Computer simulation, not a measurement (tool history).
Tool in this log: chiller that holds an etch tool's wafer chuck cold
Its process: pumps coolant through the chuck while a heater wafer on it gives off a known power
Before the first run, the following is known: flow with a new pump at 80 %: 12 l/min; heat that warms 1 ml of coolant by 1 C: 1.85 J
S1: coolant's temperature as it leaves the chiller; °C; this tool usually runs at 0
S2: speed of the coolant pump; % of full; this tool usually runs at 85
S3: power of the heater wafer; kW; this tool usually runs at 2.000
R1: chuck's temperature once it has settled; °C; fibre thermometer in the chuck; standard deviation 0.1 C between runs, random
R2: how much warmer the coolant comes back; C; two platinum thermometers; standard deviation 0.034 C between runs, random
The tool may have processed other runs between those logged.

| run | hour | S1 | S2 | S3 | R1 | R2 |
|---|---|---|---|---|---|---|
| 1 | 0.0 | 0 | 85 | 2.000 | 20.7 | 5.10 |
| 2 | 27.4 | 0 | 85 | 2.698 | 28.0 | 6.98 |
| 3 | 54.1 | 3 | 85 | 2.000 | 23.7 | 5.10 |
| 4 | 78.0 | 3 | 85 | 2.000 | 23.7 | 5.14 |
| 5 | 102.8 | 3 | 85 | 2.000 | 23.7 | 5.14 |
| 6 | 124.3 | 3 | 85 | 2.000 | 23.7 | 5.17 |
| 7 | 148.2 | 0 | 85 | 1.214 | 12.7 | 3.14 |
| 8 | 186.5 | 0 | 85 | 1.214 | 12.9 | 3.16 |
| 9 | 224.0 | 0 | 81 | 2.000 | 21.9 | 5.44 |
| 10 | 248.5 | 6 | 81 | 2.000 | 27.7 | 5.50 |
| 11 | 277.7 | 6 | 67 | 2.000 | 32.2 | 6.65 |
| 12 | 297.4 | -9 | 85 | 2.000 | 12.1 | 5.12 |
| 13 | 331.8 | -9 | 85 | 2.000 | 12.0 | 5.18 |
| 14 | 370.4 | -6 | 85 | 2.000 | 15.0 | 5.22 |
| 15 | 401.2 | -6 | 85 | 2.000 | 15.1 | 5.20 |
| 16 | 437.2 | 6 | 71 | 1.181 | 20.7 | 3.73 |
| 17 | 468.5 | 4 | 67 | 2.119 | 32.0 | 7.11 |
| 18 | 485.9 | 0 | 88 | 2.948 | 30.0 | 7.41 |
| 19 | 525.2 | -3 | 92 | 1.575 | 12.5 | 3.73 |
| 20 | 553.2 | -9 | 64 | 1.941 | 17.7 | 6.84 |
| 21 | 591.8 | -9 | 64 | 1.941 | 18.0 | 6.89 |
| 22 | 630.9 | -1 | 73 | 1.941 | 22.8 | 5.96 |
| 23 | 665.4 | -1 | 73 | 1.941 | 22.8 | 5.95 |
| 24 | 683.8 | 6 | 91 | 2.095 | 27.1 | 5.12 |
| 25 | 703.5 | 6 | 91 | 2.095 | 26.9 | 5.11 |
| 26 | 740.4 | 6 | 91 | 2.095 | 26.8 | 5.09 |
| 27 | 769.5 | -3 | 84 | 2.000 | 18.6 | 5.31 |

Forecast each of these 5 alternatives for the next run:
| A | 793.6 | 2 | 63 | 2.000 | ? | ? |
| B | 793.6 | 3 | 90 | 2.426 | ? | ? |
| C | 793.6 | 0 | 85 | 1.866 | ? | ? |
| D | 793.6 | -3 | 84 | 2.000 | ? | ? |
| E | 793.6 | 0 | 85 | 2.128 | ? | ? |

| run | R1 | R2 |
|---|---|---|
| A | 30.2 | 7.16 |
| B | 27.6 | 5.97 |
| C | 19.9 | 4.83 |
| D | 18.6 | 5.24 |
| E | 22.8 | 5.55 |
Had the tool no hidden state, the same runs would have come out as:
| run | R1 | R2 |
|---|---|---|
| A | 28.2 | 6.94 |
| B | 25.8 | 5.78 |
| C | 18.5 | 4.68 |
| D | 17.1 | 5.08 |
| E | 21.1 | 5.38 |
